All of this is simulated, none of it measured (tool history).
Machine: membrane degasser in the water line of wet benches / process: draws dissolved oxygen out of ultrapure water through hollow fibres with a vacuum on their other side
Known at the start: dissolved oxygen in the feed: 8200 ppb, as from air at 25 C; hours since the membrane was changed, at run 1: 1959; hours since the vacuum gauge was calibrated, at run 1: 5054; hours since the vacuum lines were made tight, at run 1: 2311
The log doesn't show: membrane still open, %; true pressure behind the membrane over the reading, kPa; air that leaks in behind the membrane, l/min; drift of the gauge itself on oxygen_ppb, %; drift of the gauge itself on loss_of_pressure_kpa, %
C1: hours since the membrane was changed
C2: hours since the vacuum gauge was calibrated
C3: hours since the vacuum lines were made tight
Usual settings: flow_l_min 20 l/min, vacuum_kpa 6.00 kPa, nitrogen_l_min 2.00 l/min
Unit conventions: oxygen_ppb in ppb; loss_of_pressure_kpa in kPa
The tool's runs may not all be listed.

{"run": 1, "day": 0.0, "flow_l_min": 20, "vacuum_kpa": 6.0, "nitrogen_l_min": 2.0, "C1": 1959, "C2": 5054, "C3": 2311, "oxygen_ppb": 77.3, "loss_of_pressure_kpa": 61.11}
{"run": 2, "day": 2.033, "flow_l_min": 20, "vacuum_kpa": 6.0, "nitrogen_l_min": 2.0, "C1": 2008, "C2": 5102, "C3": 2360, "oxygen_ppb": 79.3, "loss_of_pressure_kpa": 60.86}
{"run": 3, "day": 3.458, "flow_l_min": 20, "vacuum_kpa": 6.0, "nitrogen_l_min": 2.0, "C1": 2042, "C2": 5137, "C3": 2394, "oxygen_ppb": 77.8, "loss_of_pressure_kpa": 60.79}
{"run": 4, "day": 4.625, "flow_l_min": 20, "vacuum_kpa": 6.0, "nitrogen_l_min": 2.0, "C1": 2070, "C2": 5165, "C3": 2422, "oxygen_ppb": 77.1, "loss_of_pressure_kpa": 61.04}
{"run": 5, "day": 6.254, "flow_l_min": 20, "vacuum_kpa": 6.0, "nitrogen_l_min": 2.0, "C1": 2109, "C2": 5204, "C3": 2461, "oxygen_ppb": 77.8, "loss_of_pressure_kpa": 60.86}
{"run": 6, "day": 7.642, "flow_l_min": 20, "vacuum_kpa": 6.58, "nitrogen_l_min": 2.0, "C1": 2142, "C2": 5237, "C3": 2494, "oxygen_ppb": 92.4, "loss_of_pressure_kpa": 61.29}
{"run": 7, "day": 8.9, "flow_l_min": 20, "vacuum_kpa": 6.58, "nitrogen_l_min": 2.0, "C1": 2172, "C2": 5267, "C3": 2525, "oxygen_ppb": 91.4, "loss_of_pressure_kpa": 61.33}
{"run": 8, "day": 11.125, "flow_l_min": 20, "vacuum_kpa": 6.0, "nitrogen_l_min": 1.58, "C1": 2226, "C2": 5321, "C3": 2578, "oxygen_ppb": 94.4, "loss_of_pressure_kpa": 61.24}
{"run": 9, "day": 12.371, "flow_l_min": 20, "vacuum_kpa": 11.43, "nitrogen_l_min": 2.0, "C1": 2256, "C2": 5350, "C3": 2608, "oxygen_ppb": 206.5, "loss_of_pressure_kpa": 61.66}
{"run": 10, "day": 14.575, "flow_l_min": 20, "vacuum_kpa": 11.43, "nitrogen_l_min": 2.0, "C1": 2309, "C2": 5403, "C3": 2661, "oxygen_ppb": 202.5, "loss_of_pressure_kpa": 61.78}
{"run": 11, "day": 16.033, "flow_l_min": 20, "vacuum_kpa": 11.43, "nitrogen_l_min": 2.0, "C1": 2344, "C2": 5438, "C3": 2696, "oxygen_ppb": 199.5, "loss_of_pressure_kpa": 61.8}
{"run": 12, "day": 17.8, "flow_l_min": 20, "vacuum_kpa": 11.43, "nitrogen_l_min": 2.0, "C1": 2386, "C2": 5481, "C3": 2738, "oxygen_ppb": 202.2, "loss_of_pressure_kpa": 61.93}
{"run": 13, "day": 20.054, "flow_l_min": 20, "vacuum_kpa": 11.43, "nitrogen_l_min": 2.0, "C1": 2440, "C2": 5535, "C3": 2792, "oxygen_ppb": 201.3, "loss_of_pressure_kpa": 62.14}
{"run": 14, "day": 21.646, "flow_l_min": 20, "vacuum_kpa": 11.43, "nitrogen_l_min": 2.0, "C1": 2478, "C2": 5573, "C3": 2831, "oxygen_ppb": 199.8, "loss_of_pressure_kpa": 61.69}
{"run": 15, "day": 22.867, "flow_l_min": 29, "vacuum_kpa": 14.83, "nitrogen_l_min": 2.58, "C1": 2508, "C2": 5602, "C3": 2860, "oxygen_ppb": 341.1, "loss_of_pressure_kpa": 89.71}
{"run": 16, "day": 24.004, "flow_l_min": 20, "vacuum_kpa": 6.0, "nitrogen_l_min": 1.57, "C1": 2535, "C2": 5630, "C3": 2887, "oxygen_ppb": 93.3, "loss_of_pressure_kpa": 62.25}
{"run": 17, "day": 25.296, "flow_l_min": 20, "vacuum_kpa": 6.0, "nitrogen_l_min": 1.57, "C1": 2566, "C2": 5661, "C3": 2918, "oxygen_ppb": 95.5, "loss_of_pressure_kpa": 61.94}

Run 18 is up next; what results do you expect?
{"run": 18, "day": 26.367, "flow_l_min": 23, "vacuum_kpa": 6.0, "nitrogen_l_min": 1.42, "C1": 2592, "C2": 5686, "C3": 2944, "oxygen_ppb": "?", "loss_of_pressure_kpa": "?"}

oxygen_ppb: 123.0 ppb
loss_of_pressure_kpa: 71.26 kPa
With the hidden condition absent and the run-to-run variation left alone, this run would have shown oxygen_ppb 122.8 ppb, loss_of_pressure_kpa 69.77 kPa.
